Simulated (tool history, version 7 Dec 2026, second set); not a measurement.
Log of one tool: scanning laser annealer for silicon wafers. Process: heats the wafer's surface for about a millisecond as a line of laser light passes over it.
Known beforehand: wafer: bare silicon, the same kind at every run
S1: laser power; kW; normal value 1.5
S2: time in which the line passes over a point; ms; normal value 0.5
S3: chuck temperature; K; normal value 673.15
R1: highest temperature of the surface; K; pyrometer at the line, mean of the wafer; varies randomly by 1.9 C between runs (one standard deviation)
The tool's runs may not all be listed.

Run 1, hour 0: usual settings. Result: R1 1435.15 K.
Run 2, hour 8: usual settings. Result: R1 1435.15 K.
Run 3, hour 19.4: usual settings. Result: R1 1437.15 K.
Run 4, hour 28.7: usual settings but S3 664.15 K. Result: R1 1425.15 K.
Run 5, hour 35.5: usual settings but S3 664.15 K. Result: R1 1429.15 K.
Run 6, hour 42.9: usual settings but S3 664.15 K. Result: R1 1428.15 K.
Run 7, hour 55.9: usual settings. Result: R1 1438.15 K.
Run 8, hour 63.6: usual settings. Result: R1 1436.15 K.
Run 9, hour 74.6: usual settings. Result: R1 1436.15 K.
Run 10, hour 85.1: usual settings but S3 707.15 K. Result: R1 1466.15 K.
Run 11, hour 94.6: usual settings but S3 707.15 K. Result: R1 1472.15 K.
Run 12, hour 109.5: usual settings but S3 707.15 K. Result: R1 1462.15 K.
Run 13, hour 119.8: usual settings but S1 1.399 kW, S2 0.542 ms, S3 683.15 K. Result: R1 1415.15 K.
Run 14, hour 131.9: usual settings but S1 1.399 kW, S2 0.542 ms, S3 683.15 K. Result: R1 1416.15 K.
Run 15, hour 139.3: usual settings but S1 1.399 kW, S2 0.542 ms, S3 683.15 K. Result: R1 1415.15 K.
At hour 143.4: laser's power meter calibrated.
Run 16, hour 155.5: usual settings but S1 1.399 kW, S2 0.542 ms, S3 683.15 K. Result: R1 1415.15 K.
Run 17, hour 163.6: usual settings but S3 686.15 K. Result: R1 1441.15 K.
At hour 171.6: optics aligned, line set to its width.
Run 18, hour 181.6: usual settings but S1 1.552 kW, S2 0.512 ms, S3 701.15 K. Result: R1 1506.15 K.
Run 19, hour 197.5: usual settings but S1 1.552 kW, S2 0.512 ms, S3 701.15 K. Result: R1 1506.15 K.
Run 20, hour 209.5: usual settings but S1 1.515 kW, S2 0.618 ms, S3 652.15 K. Result: R1 1510.15 K.

Predict the results of run 21:
Run 21, hour 220.5: usual settings but S1 1.49 kW, S2 0.618 ms, S3 683.15 K. Result: R1 ?.

{"run 21": {"R1": 1530.15}}
Minus the tool's unlogged condition, the same run would have read R1 1578.15 K.
